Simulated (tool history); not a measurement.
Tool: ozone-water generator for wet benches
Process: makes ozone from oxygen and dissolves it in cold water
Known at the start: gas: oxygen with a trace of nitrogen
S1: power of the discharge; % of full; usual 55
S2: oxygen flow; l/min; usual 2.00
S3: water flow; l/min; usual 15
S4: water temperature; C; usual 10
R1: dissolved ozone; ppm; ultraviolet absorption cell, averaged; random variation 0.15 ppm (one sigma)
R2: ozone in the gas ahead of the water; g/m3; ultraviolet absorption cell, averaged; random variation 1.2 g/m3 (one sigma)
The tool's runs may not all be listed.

| run | hour | S1 | S2 | S3 | S4 | R1 | R2 |
|---|---|---|---|---|---|---|---|
| 1 | 0.0 | 55 | 2.00 | 15 | 10 | 17.4 | 214.7 |
| 2 | 59.1 | 55 | 2.00 | 15 | 10 | 17.5 | 216.5 |
| 3 | 122.2 | 55 | 2.00 | 15 | 10 | 17.6 | 213.3 |
| 4 | 193.9 | 55 | 2.00 | 15 | 10 | 17.4 | 216.0 |
| 5 | 271.8 | 55 | 2.00 | 15 | 6 | 17.9 | 214.2 |
| 6 | 363.5 | 55 | 2.26 | 15 | 10 | 17.9 | 202.6 |
| 7 | 455.3 | 55 | 2.26 | 15 | 10 | 18.0 | 202.8 |
| 8 | 504.1 | 55 | 2.09 | 15 | 10 | 17.7 | 210.0 |
| 9 | 572.7 | 55 | 1.65 | 15 | 10 | 16.4 | 239.3 |
| 10 | 661.6 | 55 | 2.00 | 15 | 10 | 17.5 | 215.2 |
| 11 | 748.1 | 55 | 2.00 | 20 | 10 | 12.8 | 214.7 |
| 12 | 787.3 | 55 | 2.00 | 20 | 10 | 12.8 | 215.8 |
| 13 | 856.7 | 55 | 2.00 | 20 | 10 | 12.6 | 215.6 |
| 14 | 916.0 | 55 | 2.00 | 20 | 10 | 12.7 | 214.2 |
| 15 | 955.0 | 55 | 2.00 | 20 | 10 | 12.6 | 216.9 |
| 16 | 1003.7 | 55 | 2.00 | 20 | 10 | 12.7 | 214.5 |
| 17 | 1078.8 | 55 | 2.00 | 10 | 10 | 25.4 | 214.8 |
| 18 | 1120.8 | 50 | 2.38 | 14 | 6 | 18.8 | 182.6 |
| 19 | 1206.2 | 50 | 2.38 | 14 | 6 | 18.7 | 183.0 |
| 20 | 1254.3 | 50 | 2.38 | 13 | 8 | 19.8 | 184.7 |
| 21 | 1322.6 | 55 | 2.00 | 13 | 10 | 19.9 | 213.6 |
| 22 | 1374.8 | 74 | 2.00 | 10 | 5 | 34.1 | 267.8 |
| 23 | 1462.1 | 44 | 2.49 | 10 | 6 | 23.2 | 163.2 |
|  | 1523.9 | contactor cleaned |
| 24 | 1558.0 | 44 | 2.49 | 10 | 6 | 23.1 | 162.8 |
| 25 | 1602.7 | 44 | 2.49 | 10 | 6 | 23.8 | 161.0 |

Forecast run 26:
| 26 | 1649.6 | 44 | 2.49 | 10 | 6 | ? | ? |

Run 26 gave R1 23.7 ppm, R2 162.7 g/m3.
Without the tool's hidden state the same run would have given R1 23.7 ppm, R2 162.8 g/m3.

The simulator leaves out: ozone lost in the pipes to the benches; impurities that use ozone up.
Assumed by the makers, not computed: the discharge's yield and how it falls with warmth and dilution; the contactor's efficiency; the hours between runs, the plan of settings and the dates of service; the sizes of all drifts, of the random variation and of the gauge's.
